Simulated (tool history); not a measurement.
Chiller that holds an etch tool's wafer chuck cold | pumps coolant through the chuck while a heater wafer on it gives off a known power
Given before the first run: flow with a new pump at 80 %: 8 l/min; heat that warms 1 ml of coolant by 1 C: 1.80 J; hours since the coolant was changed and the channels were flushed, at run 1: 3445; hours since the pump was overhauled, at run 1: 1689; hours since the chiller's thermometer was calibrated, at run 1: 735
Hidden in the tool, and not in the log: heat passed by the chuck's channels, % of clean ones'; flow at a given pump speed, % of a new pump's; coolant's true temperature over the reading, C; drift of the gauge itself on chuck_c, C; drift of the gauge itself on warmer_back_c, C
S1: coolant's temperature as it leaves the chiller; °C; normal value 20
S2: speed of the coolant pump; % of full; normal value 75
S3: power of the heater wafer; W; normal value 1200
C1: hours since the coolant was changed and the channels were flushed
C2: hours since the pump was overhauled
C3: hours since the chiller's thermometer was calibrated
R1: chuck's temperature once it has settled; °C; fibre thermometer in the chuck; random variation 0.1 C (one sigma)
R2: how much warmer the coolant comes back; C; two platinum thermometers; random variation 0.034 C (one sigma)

run 1 hour=0 | S1=20 S2=75 S3=1200 | C1=3445 C2=1689 C3=735 | R1=32.1 R2=5.44
run 2 hour=22.1 | S1=20 S2=75 S3=818 | C1=3467 C2=1711 C3=757 | R1=28.4 R2=3.77
run 3 hour=61.4 | S1=20 S2=75 S3=818 | C1=3506 C2=1750 C3=797 | R1=28.3 R2=3.69
run 4 hour=92.1 | S1=20 S2=75 S3=810 | C1=3537 C2=1781 C3=827 | R1=28.3 R2=3.71
run 5 hour=123.3 | S1=20 S2=75 S3=810 | C1=3568 C2=1812 C3=859 | R1=28.3 R2=3.65
run 6 hour=163 | S1=20 S2=75 S3=615 | C1=3608 C2=1852 C3=898 | R1=26.4 R2=2.85
run 7 hour=204.6 | S1=20 S2=75 S3=615 | C1=3649 C2=1893 C3=940 | R1=26.1 R2=2.8
-- hour=212.3 coolant pump overhauled
run 8 hour=229.8 | S1=24 S2=75 S3=615 | C1=3670 C2=17 C3=960 | R1=30.3 R2=2.87
run 9 hour=258.4 | S1=20 S2=75 S3=1200 | C1=3698 C2=46 C3=989 | R1=32.4 R2=5.57
run 10 hour=300.5 | S1=20 S2=75 S3=1476 | C1=3740 C2=88 C3=1031 | R1=35.3 R2=6.95
run 11 hour=332.6 | S1=20 S2=77 S3=1200 | C1=3772 C2=120 C3=1063 | R1=32.2 R2=5.49
-- hour=357.3 coolant pump overhauled, once more
run 12 hour=370.8 | S1=20 S2=75 S3=1200 | C1=3806 C2=14 C3=1096 | R1=32.1 R2=5.35
run 13 hour=407.9 | S1=20 S2=75 S3=1200 | C1=3843 C2=51 C3=1133 | R1=31.9 R2=5.38
run 14 hour=443.7 | S1=29 S2=88 S3=1509 | C1=3879 C2=86 C3=1169 | R1=42.5 R2=5.74
run 15 hour=479.3 | S1=29 S2=88 S3=1509 | C1=3914 C2=122 C3=1205 | R1=42.5 R2=5.78
run 16 hour=520.5 | S1=20 S2=92 S3=1200 | C1=3955 C2=163 C3=1246 | R1=30.4 R2=4.37
run 17 hour=555.4 | S1=28 S2=70 S3=1676 | C1=3990 C2=198 C3=1281 | R1=45.7 R2=8.01
run 18 hour=591.4 | S1=28 S2=70 S3=1676 | C1=4026 C2=234 C3=1317 | R1=45.8 R2=8.07
run 19 hour=620.3 | S1=20 S2=93 S3=1537 | C1=4055 C2=263 C3=1345 | R1=33.3 R2=5.57
run 20 hour=645.5 | S1=21 S2=69 S3=1660 | C1=4080 C2=288 C3=1371 | R1=38.9 R2=8.14
run 21 hour=685.7 | S1=10 S2=75 S3=1192 | C1=4121 C2=328 C3=1411 | R1=22.1 R2=5.37
run 22 hour=703.1 | S1=10 S2=75 S3=1192 | C1=4138 C2=346 C3=1428 | R1=22.1 R2=5.36
run 23 hour=721.5 | S1=10 S2=75 S3=1192 | C1=4156 C2=364 C3=1447 | R1=22 R2=5.3
run 24 hour=743.1 | S1=10 S2=75 S3=1192 | C1=4178 C2=386 C3=1468 | R1=22.1 R2=5.39
run 25 hour=783.3 | S1=20 S2=75 S3=1691 | C1=4218 C2=426 C3=1508 | R1=37.1 R2=7.61
run 26 hour=818.3 | S1=20 S2=75 S3=1190 | C1=4253 C2=461 C3=1543 | R1=32 R2=5.36

Below are 4 alternative next runs, each starting from the tool's condition after run 26. Predict each:
run A hour=842.8 | S1=20 S2=97 S3=632 | C1=4278 C2=486 C3=1568 | R1=? R2=?
run B hour=842.8 | S1=19 S2=76 S3=1332 | C1=4278 C2=486 C3=1568 | R1=? R2=?
run C hour=842.8 | S1=20 S2=76 S3=1190 | C1=4278 C2=486 C3=1568 | R1=? R2=?
run D hour=842.8 | S1=20 S2=67 S3=1200 | C1=4278 C2=486 C3=1568 | R1=? R2=?

run=A R1=25.2 R2=2.17
run=B R1=32.2 R2=5.83
run=C R1=31.9 R2=5.28
run=D R1=33.3 R2=6.03
With no hidden state in the tool, these same runs would have given:
run=A R1=25 R2=2.15
run=B R1=31.6 R2=5.76
run=C R1=31.3 R2=5.22
run=D R1=32.7 R2=5.96

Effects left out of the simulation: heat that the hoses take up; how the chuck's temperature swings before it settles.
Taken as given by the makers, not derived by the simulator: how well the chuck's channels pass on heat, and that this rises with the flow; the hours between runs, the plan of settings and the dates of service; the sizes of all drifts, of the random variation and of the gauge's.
